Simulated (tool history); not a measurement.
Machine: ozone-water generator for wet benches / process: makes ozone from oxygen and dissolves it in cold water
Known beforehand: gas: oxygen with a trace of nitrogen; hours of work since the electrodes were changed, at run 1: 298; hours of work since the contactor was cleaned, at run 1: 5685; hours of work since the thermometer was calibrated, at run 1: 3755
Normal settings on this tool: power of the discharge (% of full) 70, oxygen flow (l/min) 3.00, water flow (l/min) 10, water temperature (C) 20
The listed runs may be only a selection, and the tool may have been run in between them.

run	day	power of the discharge (% of full)	oxygen flow (l/min)	water flow (l/min)	water temperature (C)	hours of work since the electrodes were changed	hours of work since the contactor was cleaned	hours of work since the thermometer was calibrated	dissolved ozone (ppm)	ozone in the gas ahead of the water (g/m3)
1	0.000	70	3.00	10	20	298	5685	3755	15.6	166.0
2	1.521	70	3.00	10	20	320	5708	3777	15.7	166.1
3	2.296	70	3.00	14	20	332	5719	3789	10.9	167.2
4	3.938	70	3.00	14	20	356	5743	3813	11.1	167.9
5	4.688	70	3.00	14	20	367	5754	3824	11.0	166.4
6	6.325	70	3.00	14	20	391	5778	3848	11.1	167.3
7	7.450	70	3.00	7	20	408	5795	3864	21.4	165.0
8	8.183	70	3.00	7	20	419	5806	3875	21.2	166.7
9	9.104	70	3.00	10	17	432	5819	3889	16.2	165.7
10	10.342	70	3.00	10	17	450	5838	3907	16.0	167.3
11	11.325	70	1.89	10	17	465	5852	3922	15.7	210.7
12	13.079	70	1.89	10	17	491	5878	3947	15.8	213.7
13	14.333	46	1.89	10	17	509	5896	3966	11.7	153.4
14	16.108	70	2.39	10	20	535	5923	3992	15.6	186.3
15	17.588	70	3.00	10	13	557	5944	4014	17.5	165.5
# day 17.704: water thermometer calibrated
16	18.662	70	3.00	10	20	573	5960	14	15.6	166.5
17	19.546	52	3.00	10	27	586	5973	27	11.0	133.2
18	20.708	59	1.61	10	27	603	5990	44	12.4	205.2
19	21.846	59	1.61	10	27	620	6007	61	12.0	204.9
20	23.371	70	4.58	10	20	642	6029	83	15.1	133.1
# day 23.971: water thermometer calibrated, once more
21	25.046	70	4.58	10	20	666	6054	16	15.0	134.3
22	26.404	70	4.58	10	14	686	6074	36	16.8	134.4
23	28.025	44	3.00	10	12	710	6098	60	12.6	118.7
24	28.900	69	4.81	9	22	723	6110	73	15.4	128.8
25	30.342	69	4.81	9	22	744	6132	94	15.3	128.5
26	31.667	69	4.81	9	22	764	6151	113	15.7	128.0
27	32.417	68	2.27	12	20	775	6162	124	12.5	189.3
28	33.408	68	2.27	12	20	790	6177	139	12.4	188.6
29	34.962	68	2.27	12	20	813	6200	162	12.5	188.3
30	36.121	70	3.00	15	16	830	6217	179	10.7	165.4
31	37.371	70	3.00	11	20	848	6235	197	14.1	167.0

Describe how what the log doesn't record of the tool's condition differs between the last listed run preceding each entry between runs and the first listed run following it.
Between runs 15 and 16: water thermometer calibrated (day 17.704)
  contactor's efficiency, % of a clean one's: 90.4 -> 90.3; true water temperature over the reading, C: 0.13 -> 0.21
  measured result minus the result with no hidden state, dissolved ozone (ppm): -1.2 -> -1.0; ozone in the gas ahead of the water (g/m3): -0.8 -> -0.9
Between runs 20 and 21: water thermometer calibrated, once more (day 23.971)
  true water temperature over the reading, C: 0.21 -> 0.07
  measured result minus the result with no hidden state, dissolved ozone (ppm): -1.1 -> -1.0; ozone in the gas ahead of the water (g/m3): -0.7 -> -0.8

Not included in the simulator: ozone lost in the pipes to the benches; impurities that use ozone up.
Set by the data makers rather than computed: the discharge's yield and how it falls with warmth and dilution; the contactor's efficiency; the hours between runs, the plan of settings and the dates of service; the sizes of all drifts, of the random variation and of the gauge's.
